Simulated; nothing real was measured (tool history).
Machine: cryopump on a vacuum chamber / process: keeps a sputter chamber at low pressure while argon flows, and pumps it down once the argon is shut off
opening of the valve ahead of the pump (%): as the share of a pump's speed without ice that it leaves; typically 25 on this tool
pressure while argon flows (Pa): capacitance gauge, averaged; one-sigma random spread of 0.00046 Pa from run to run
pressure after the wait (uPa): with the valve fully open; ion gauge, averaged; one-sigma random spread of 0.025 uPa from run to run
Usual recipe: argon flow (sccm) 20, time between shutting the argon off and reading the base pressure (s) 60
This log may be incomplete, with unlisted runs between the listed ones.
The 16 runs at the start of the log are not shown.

run	day	argon flow (sccm)	time between shutting the argon off and reading the base pressure (s)	opening of the valve ahead of the pump (%)	pressure while argon flows (Pa)	pressure after the wait (uPa)
17	19.204	20	60	25	0.0573	1.26
18	20.696	20	60	25	0.0587	1.30
19	21.571	9	87	29	0.0225	0.99
20	22.633	8	39	23	0.0246	1.71
21	24.146	8	39	23	0.0255	1.77
22	25.212	34	59	33	0.0750	1.31
23	26.633	14	60	28	0.0363	1.34
24	27.488	16	221	22	0.0529	0.65
25	28.325	16	221	42	0.0281	0.64
26	29.542	12	221	16	0.0537	0.71
27	30.292	12	221	16	0.0543	0.63
28	31.738	12	221	16	0.0544	0.72
29	32.562	12	73	30	0.0291	1.21
30	33.596	11	245	57	0.0144	0.72
31	34.812	20	60	59	0.0268	1.39
32	35.946	20	60	59	0.0258	1.45
33	36.983	38	24	58	0.0517	2.80
34	37.942	38	51	25	0.1122	1.61

3 options for the next run, each taken on its own from the tool as it stands now. Forecast them:
A	39.221	20	21	21	?	?
B	39.221	16	201	40	?	?
C	39.221	11	22	21	?	?

run	pressure while argon flows (Pa)	pressure after the wait (uPa)
A	0.0707	3.15
B	0.0302	0.83
C	0.0393	3.03
Without the tool's hidden state the same runs would have given:
run	pressure while argon flows (Pa)	pressure after the wait (uPa)
A	0.0673	2.72
B	0.0276	0.39
C	0.0375	2.60
